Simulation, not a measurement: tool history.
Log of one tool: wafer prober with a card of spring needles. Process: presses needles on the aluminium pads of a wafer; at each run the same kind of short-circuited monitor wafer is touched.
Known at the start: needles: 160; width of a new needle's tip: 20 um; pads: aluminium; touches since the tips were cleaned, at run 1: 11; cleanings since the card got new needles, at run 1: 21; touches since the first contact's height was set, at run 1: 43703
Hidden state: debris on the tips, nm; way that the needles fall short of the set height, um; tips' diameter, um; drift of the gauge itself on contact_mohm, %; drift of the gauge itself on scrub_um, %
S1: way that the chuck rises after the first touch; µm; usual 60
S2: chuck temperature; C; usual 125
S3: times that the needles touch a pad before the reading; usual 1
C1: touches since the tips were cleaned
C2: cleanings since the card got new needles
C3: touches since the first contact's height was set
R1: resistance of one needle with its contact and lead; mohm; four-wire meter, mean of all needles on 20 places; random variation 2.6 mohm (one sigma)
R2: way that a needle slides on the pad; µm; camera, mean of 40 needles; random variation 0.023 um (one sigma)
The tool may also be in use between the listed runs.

run   hour  S1   S2  S3    C1  C2     C3   R1     R2
  1      0  60  125   1    11  21  43703  309   9.55
      21.3  -- tips cleaned on abrasive film
  2   24.4  60  125   1  1124  22  52401  307   9.54
      42.5  -- tips cleaned on abrasive film
  3   50.3  60  125   1  2776  23  61629  310   9.51
      63.5  -- tips cleaned on abrasive film
  4   63.5  60  125   1     0  24  66302  305   9.56
      71.3  -- height of the first contact set anew
      85.8  -- tips cleaned on abrasive film
  5   91.7  60  125   1  2082  25   7241  309   9.51
     107.6  -- tips cleaned on abrasive film
  6  113.4  60  125   1  2049  26  14976  305    9.5
     129.2  -- tips cleaned on abrasive film
  7  141.8  60  125   1  4542  27  25130  308   9.51
     149.9  -- tips cleaned on abrasive film
  8  163.4  60  125   1  4830  28  32803  302   9.56
       172  -- tips cleaned on abrasive film
  9  183.1  60  125   1  4000  29  39835  305   9.54
     192.7  -- tips cleaned on abrasive film
 10  211.5  60  125   1  6712  30  49949  302    9.5
     214.6  -- tips cleaned on abrasive film
 11  228.4  60  125   1  4969  31  55976  301   9.52
     236.6  -- tips cleaned on abrasive film
 12  244.2  60  125   1  2702  32  61569  305   9.55
     259.4  -- tips cleaned on abrasive film
     263.9  -- height of the first contact set anew
 13    271  60  125   1  4048  33   2519  301   9.55
     281.7  -- tips cleaned on abrasive film
 14  301.4  60   75   1  7058  34  13384  291   9.52
     304.4  -- tips cleaned on abrasive film
 15  323.4  60   75   1  6804  35  21217  289    9.5
       325  -- tips cleaned on abrasive film
     346.2  -- tips cleaned on abrasive film
 16  347.3  60   75   1   392  37  29688  286   9.54
       367  -- tips cleaned on abrasive film
 17  377.3  60  125   1  3716  38  40402  301   9.48
       389  -- tips cleaned on abrasive film
 18  394.1  60  125   3  1820  39  46368  298   9.52
 19  408.5  59  125   1  6985  39  51533  303   9.39
     410.2  -- tips cleaned on abrasive film
 20  429.8  59  125   1  7042  40  59119  305    9.3
     431.4  -- tips cleaned on abrasive film
     452.7  -- tips cleaned on abrasive film
     456.8  -- height of the first contact set anew
 21  459.3  80   57   2  2230  42    893  274  12.71
     474.5  -- tips cleaned on abrasive film
 22  478.1  73   56   1  1288  43   7601  275  11.61
 23  491.8  59   51   1  6173  43  12486  279   9.36
       496  -- tips cleaned on abrasive film
     516.5  -- tips cleaned on abrasive film
 24  522.2  41   45   2  2022  45  23296  294   6.53
     537.1  -- tips cleaned on abrasive film
 25  541.7  41   45   2  1622  46  30239  291   6.54
 26  554.6  41   45   2  6235  46  34852  295   6.51
     558.8  -- tips cleaned on abrasive film
 27  570.4  63   67   1  4150  47  40493  281   9.98
     580.3  -- tips cleaned on abrasive film
 28  592.4  55   29   1  4342  48  48325  276   8.74
     600.9  -- tips cleaned on abrasive film
 29  620.5  55   29   1  7013  49  58343  275   8.74
     622.9  -- tips cleaned on abrasive film
 30  639.6  50  125   1  6008  50  65155  310   7.93
     643.6  -- tips cleaned on abrasive film
     650.9  -- height of the first contact set anew
       665  -- tips cleaned on abrasive film
 31  666.6  50  125   1   557  52   5574  316    7.9
 32    684  50   42   1  6791  52  11808  286   7.93
       686  -- tips cleaned on abrasive film
     708.1  -- tips cleaned on abrasive film
 33  712.7  60   59   1  1656  54  22011  280   9.53

Forecast each of these 4 alternatives for the next run:
     728.8  -- tips cleaned on abrasive film
  A  742.7  60  59   1  4974  55  32726   ?   ?
     728.8  -- tips cleaned on abrasive film
  B  742.7  60  59   3  4974  55  32726   ?   ?
     728.8  -- tips cleaned on abrasive film
  C  742.7  70  46   1  4974  55  32726   ?   ?
     728.8  -- tips cleaned on abrasive film
  D  742.7  40  43   2  4974  55  32726   ?   ?

run   R1     R2
  A  286   9.52
  B  283   9.53
  C  272  11.11
  D  290   6.35
Without the tool's hidden state the same runs would have given:
run   R1     R2
  A  285   9.52
  B  283   9.53
  C  271  11.11
  D  289   6.35
